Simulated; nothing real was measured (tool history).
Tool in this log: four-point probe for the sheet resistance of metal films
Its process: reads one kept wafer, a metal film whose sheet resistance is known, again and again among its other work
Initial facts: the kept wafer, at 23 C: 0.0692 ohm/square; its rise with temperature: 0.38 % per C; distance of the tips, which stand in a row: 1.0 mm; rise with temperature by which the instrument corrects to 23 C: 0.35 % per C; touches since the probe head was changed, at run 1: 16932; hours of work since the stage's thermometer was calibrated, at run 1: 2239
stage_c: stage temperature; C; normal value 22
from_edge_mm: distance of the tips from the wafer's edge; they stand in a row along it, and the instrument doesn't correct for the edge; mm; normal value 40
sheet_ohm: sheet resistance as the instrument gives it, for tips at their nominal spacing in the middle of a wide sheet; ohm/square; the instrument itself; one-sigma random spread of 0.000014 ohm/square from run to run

run   hour  stage_c  from_edge_mm  touches since the probe head was changed  hours of work since the stage's thermometer was calibrated  sheet_ohm
  1      0       22            40                                     16932                                                        2239   0.069156
  2   37.9       22            40                                     17623                                                        2257    0.06913
  3   62.9       22            40                                     18078                                                        2269   0.069117
  4   91.6       22            40                                     18600                                                        2283   0.069118
  5  131.3       22            40                                     19323                                                        2302   0.069113
  6  175.9       22            24                                     20135                                                        2323    0.06915
  7  204.7       22            40                                     20661                                                        2337   0.069111
  8  239.2       22            40                                     21288                                                        2353   0.069127
  9  270.5       22            40                                     21858                                                        2368   0.069083
 10  288.6       22             4                                     22187                                                        2377   0.071323
 11  325.4       22             4                                     22858                                                        2394   0.071307
 12  360.5       29            40                                     23498                                                        2411    0.06923
 13  385.3       24            17                                     23950                                                        2423   0.069227
 14  427.8       24            17                                     24722                                                        2443   0.069239
 15  451.4       20             5                                     25153                                                        2454   0.070493
 16  495.3       20             5                                     25952                                                        2475   0.070492
 17  539.7       20             5                                     26761                                                        2497   0.070473
 18  566.1       20             5                                     27241                                                        2509   0.070447
 19    605       21            57                                     27949                                                        2528   0.069028
 20  623.5       24            59                                     28287                                                        2537   0.069078
 21    657       24            59                                     28896                                                        2552   0.069055
 22  688.5       24            59                                     29470                                                        2568   0.069077
 23  711.3       33            46                                     29886                                                        2578   0.069227
 24  752.2       27             6                                     30631                                                        2598   0.070123

A few steps of sheet_ohm between consecutive runs. Split each: what settings, incoming material and random variation would produce without the hidden state, and what is left over for the hidden state, along with gauge scatter present in only one of the two compared results (measured, and without hidden state):
Hidden state present: inner tips' distance over the nominal, %; tips' flats over new ones', %; wafer's true temperature over the reading, C; drift of the gauge itself on sheet_ohm, %.
Run 9 -> 10: from_edge_mm 40 -> 4. sheet_ohm +0.00224 ohm/square: hidden state -0.000006, all else +0.002246.
Run 11 -> 12: stage_c 22 -> 29, from_edge_mm 4 -> 40. sheet_ohm -0.002077 ohm/square: hidden state +0.000004, all else -0.002081.
Run 14 -> 15: stage_c 24 -> 20, from_edge_mm 17 -> 5. sheet_ohm +0.001254 ohm/square: hidden state -0.000009, all else +0.001263.
Run 23 -> 24: stage_c 33 -> 27, from_edge_mm 46 -> 6. sheet_ohm +0.000896 ohm/square: hidden state -0.000012, all else +0.000908.

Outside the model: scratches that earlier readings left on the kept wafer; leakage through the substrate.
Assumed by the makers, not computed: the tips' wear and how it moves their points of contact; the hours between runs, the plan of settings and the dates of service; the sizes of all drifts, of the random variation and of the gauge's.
